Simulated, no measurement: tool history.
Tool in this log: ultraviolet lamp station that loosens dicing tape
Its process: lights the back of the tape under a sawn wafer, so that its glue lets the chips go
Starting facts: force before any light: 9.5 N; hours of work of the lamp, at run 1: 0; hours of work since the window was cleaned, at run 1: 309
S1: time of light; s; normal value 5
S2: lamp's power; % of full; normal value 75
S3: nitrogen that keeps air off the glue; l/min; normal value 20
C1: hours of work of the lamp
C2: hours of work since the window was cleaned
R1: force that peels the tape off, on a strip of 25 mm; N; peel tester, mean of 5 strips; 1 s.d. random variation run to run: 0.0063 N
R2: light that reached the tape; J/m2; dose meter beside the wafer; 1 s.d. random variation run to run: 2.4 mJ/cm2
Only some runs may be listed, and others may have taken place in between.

| run | hour | S1 | S2 | S3 | C1 | C2 | R1 | R2 |
|---|---|---|---|---|---|---|---|---|
| 1 | 0.0 | 5 | 75 | 20 | 0 | 309 | 0.183 | 2680 |
|  | 23.0 | window cleaned of glue's vapour |
| 2 | 69.5 | 5 | 75 | 20 | 55 | 37 | 0.196 | 2670 |
| 3 | 130.4 | 5 | 75 | 20 | 104 | 86 | 0.208 | 2730 |
| 4 | 199.3 | 5 | 75 | 20 | 159 | 141 | 0.196 | 2700 |
| 5 | 252.7 | 5 | 75 | 20 | 202 | 184 | 0.188 | 2690 |
| 6 | 285.7 | 6 | 75 | 20 | 228 | 210 | 0.123 | 3210 |
| 7 | 326.2 | 5 | 75 | 20 | 260 | 242 | 0.192 | 2690 |
| 8 | 385.9 | 5 | 75 | 20 | 308 | 290 | 0.185 | 2720 |
|  | 434.2 | window cleaned of glue's vapour |
| 9 | 460.9 | 5 | 75 | 20 | 368 | 21 | 0.203 | 2640 |
| 10 | 495.9 | 5 | 75 | 20 | 396 | 49 | 0.191 | 2650 |
| 11 | 533.6 | 5 | 75 | 20 | 426 | 79 | 0.204 | 2680 |
| 12 | 576.1 | 5 | 75 | 20 | 460 | 113 | 0.188 | 2720 |
| 13 | 632.1 | 5 | 60 | 20 | 505 | 158 | 0.377 | 2150 |
| 14 | 668.2 | 5 | 60 | 20 | 534 | 187 | 0.369 | 2130 |
| 15 | 720.0 | 5 | 75 | 20 | 575 | 229 | 0.190 | 2650 |
| 16 | 750.1 | 5 | 75 | 20 | 599 | 253 | 0.188 | 2700 |
| 17 | 783.0 | 5 | 75 | 20 | 625 | 279 | 0.196 | 2710 |
| 18 | 820.4 | 5 | 75 | 20 | 655 | 309 | 0.198 | 2700 |
|  | 840.7 | window cleaned of glue's vapour |
|  | 879.4 | lamp changed |
| 19 | 892.2 | 5 | 75 | 20 | 10 | 40 | 0.198 | 2670 |
| 20 | 956.3 | 4 | 75 | 20 | 62 | 92 | 0.358 | 2170 |
| 21 | 992.4 | 4 | 75 | 20 | 90 | 121 | 0.362 | 2180 |
| 22 | 1028.2 | 2 | 75 | 20 | 119 | 149 | 1.676 | 1060 |
| 23 | 1088.6 | 5 | 82 | 20 | 167 | 197 | 0.143 | 2920 |
| 24 | 1139.4 | 5 | 82 | 20 | 208 | 238 | 0.157 | 2990 |
| 25 | 1200.9 | 5 | 82 | 20 | 257 | 287 | 0.144 | 2940 |
|  | 1252.9 | window cleaned of glue's vapour |
| 26 | 1266.7 | 7 | 60 | 7 | 309 | 11 | 0.523 | 3030 |
| 27 | 1307.4 | 2 | 93 | 18 | 342 | 44 | 1.275 | 1310 |
| 28 | 1355.2 | 3 | 69 | 6 | 380 | 82 | 2.356 | 1440 |
| 29 | 1396.4 | 5 | 69 | 32 | 413 | 115 | 0.158 | 2510 |
| 30 | 1437.1 | 3 | 70 | 15 | 446 | 147 | 1.169 | 1500 |
| 31 | 1472.8 | 7 | 81 | 20 | 474 | 176 | 0.071 | 4040 |
| 32 | 1535.3 | 5 | 90 | 12 | 524 | 226 | 0.212 | 3240 |
| 33 | 1586.6 | 5 | 90 | 12 | 565 | 267 | 0.222 | 3260 |

Hidden state at the last listed run before each entry between runs and at the first one after, where it differs:
From run 1 to run 2: window cleaned of glue's vapour (hour 23.0)
  light that the window lets through, % of a clean one's: 99.8 -> 100
From run 8 to run 9: window cleaned of glue's vapour (hour 434.2)
  light that the window lets through, % of a clean one's: 99.8 -> 100
From run 18 to run 19: window cleaned of glue's vapour (hour 840.7); lamp changed (hour 879.4)
  lamp's light, % of a new lamp's: 99.8 -> 100; light that the window lets through, % of a clean one's: 99.8 -> 100
From run 25 to run 26: window cleaned of glue's vapour (hour 1252.9)
  light that the window lets through, % of a clean one's: 99.8 -> 100
